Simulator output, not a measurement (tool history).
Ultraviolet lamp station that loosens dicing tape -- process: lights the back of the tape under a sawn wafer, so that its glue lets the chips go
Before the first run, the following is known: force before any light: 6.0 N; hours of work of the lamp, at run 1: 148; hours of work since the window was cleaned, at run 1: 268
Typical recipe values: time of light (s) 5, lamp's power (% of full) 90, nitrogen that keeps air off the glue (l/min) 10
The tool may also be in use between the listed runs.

run	day	time of light (s)	lamp's power (% of full)	nitrogen that keeps air off the glue (l/min)	hours of work of the lamp	hours of work since the window was cleaned	force that peels the tape off (N)	light that reached the tape (J/m2)
1	0.000	5	90	10	148	268	0.829	2680
2	0.404	4	90	10	154	274	1.130	2160
3	0.817	5	90	7	160	280	1.031	2630
4	1.067	5	90	10	164	284	0.825	2630
5	1.438	5	90	10	170	290	0.824	2700
6	1.662	5	90	10	173	293	0.843	2700
7	2.075	5	90	10	179	299	0.840	2700
8	2.454	5	90	10	185	305	0.864	2620
9	2.804	5	81	10	190	310	1.025	2390
10	3.142	5	71	10	195	315	1.219	2070
11	3.596	5	71	10	202	322	1.214	2080
12	3.896	5	71	10	206	326	1.307	2050
13	4.212	5	71	10	211	331	1.234	2060
14	4.662	5	71	10	217	337	1.260	2050
15	4.933	5	71	10	221	341	1.280	2030
16	5.254	5	66	10	226	346	1.400	1910
17	5.571	5	66	10	231	351	1.393	1850
18	5.812	5	66	10	234	354	1.427	1890
19	6.100	5	66	9	239	359	1.516	1850
20	6.392	5	66	9	243	363	1.480	1860
# day 6.583: window cleaned of glue's vapour
21	6.612	5	66	9	246	0	1.292	2080
22	6.875	6	90	10	250	4	0.553	3380
23	7.162	6	90	10	254	9	0.540	3350
24	7.392	5	80	12	257	12	0.823	2470
25	7.808	3	72	19	263	18	1.578	1320
26	8.025	3	72	19	267	21	1.617	1350
27	8.308	3	72	19	271	26	1.620	1300
28	8.771	3	72	19	278	32	1.651	1330
29	9.025	8	66	5	281	36	0.939	3220
30	9.250	6	65	8	285	39	1.148	2370
31	9.442	5	62	14	288	42	1.190	1880
32	9.704	3	95	6	292	46	2.038	1730
33	10.171	9	73	10	298	53	0.387	3990
34	10.442	3	66	3	302	57	3.282	1190
35	10.804	2	63	6	308	62	3.740	750
36	11.133	6	86	6	313	67	0.905	3120
37	11.517	6	86	6	318	73	0.889	3110

Estimate the outcome of run 38 from the log above:
38	11.796	6	86	6	322	77	?	?

force that peels the tape off (N): 0.947
light that reached the tape (J/m2): 3130
With no hidden state in the tool, this same run would have given force that peels the tape off (N) 0.766, light that reached the tape (J/m2) 3540.
